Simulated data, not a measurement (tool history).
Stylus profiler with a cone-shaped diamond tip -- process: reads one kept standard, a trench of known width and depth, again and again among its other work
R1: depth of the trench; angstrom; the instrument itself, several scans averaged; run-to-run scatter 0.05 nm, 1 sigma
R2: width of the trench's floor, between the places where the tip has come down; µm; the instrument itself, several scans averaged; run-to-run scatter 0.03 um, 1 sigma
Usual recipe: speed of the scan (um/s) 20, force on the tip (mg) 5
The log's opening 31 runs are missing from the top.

{"run": 32, "day": 46.404, "speed of the scan (um/s)": 10, "force on the tip (mg)": 10.76, "R1": 2049.2, "R2": 15.9}
{"run": 33, "day": 48.217, "speed of the scan (um/s)": 42, "force on the tip (mg)": 1.81, "R1": 2014.3, "R2": 15.8}
{"run": 34, "day": 49.529, "speed of the scan (um/s)": 16, "force on the tip (mg)": 1.73, "R1": 2014.9, "R2": 15.91}
{"run": 35, "day": 51.088, "speed of the scan (um/s)": 30, "force on the tip (mg)": 5.73, "R1": 2032.8, "R2": 15.85}
{"run": 36, "day": 52.279, "speed of the scan (um/s)": 48, "force on the tip (mg)": 3.56, "R1": 2023.4, "R2": 15.79}
{"run": 37, "day": 54.35, "speed of the scan (um/s)": 18, "force on the tip (mg)": 8.14, "R1": 2040.9, "R2": 15.87}
{"run": 38, "day": 55.3, "speed of the scan (um/s)": 18, "force on the tip (mg)": 2.5, "R1": 2018.1, "R2": 15.75}
{"run": 39, "day": 57.146, "speed of the scan (um/s)": 15, "force on the tip (mg)": 5, "R1": 2030.2, "R2": 15.84}
{"run": 40, "day": 59.242, "speed of the scan (um/s)": 21, "force on the tip (mg)": 8.65, "R1": 2043.3, "R2": 15.82}
{"run": 41, "day": 61.108, "speed of the scan (um/s)": 30, "force on the tip (mg)": 2.04, "R1": 2016.2, "R2": 15.72}
{"run": 42, "day": 62.725, "speed of the scan (um/s)": 7, "force on the tip (mg)": 5, "R1": 2029.6, "R2": 15.79}
{"run": 43, "day": 63.696, "speed of the scan (um/s)": 14, "force on the tip (mg)": 2.02, "R1": 2016.6, "R2": 15.73}
{"run": 44, "day": 65.262, "speed of the scan (um/s)": 13, "force on the tip (mg)": 5, "R1": 2030.2, "R2": 15.78}

4 ways to go on from here, each from the tool as it stands after run 44. What would each give?
{"run": "A", "day": 66.754, "speed of the scan (um/s)": 9, "force on the tip (mg)": 4.16, "R1": "?", "R2": "?"}
{"run": "B", "day": 66.754, "speed of the scan (um/s)": 65, "force on the tip (mg)": 3.82, "R1": "?", "R2": "?"}
{"run": "C", "day": 66.754, "speed of the scan (um/s)": 8, "force on the tip (mg)": 5, "R1": "?", "R2": "?"}
{"run": "D", "day": 66.754, "speed of the scan (um/s)": 12, "force on the tip (mg)": 5, "R1": "?", "R2": "?"}

run=A R1=2027.3 R2=15.73
run=B R1=2025.2 R2=15.56
run=C R1=2030.6 R2=15.72
run=D R1=2030.6 R2=15.72
Had the tool no hidden state, the same runs would have come out as:
run=A R1=2026.7 R2=17.17
run=B R1=2024.5 R2=17
run=C R1=2030 R2=17.16
run=D R1=2030 R2=17.16
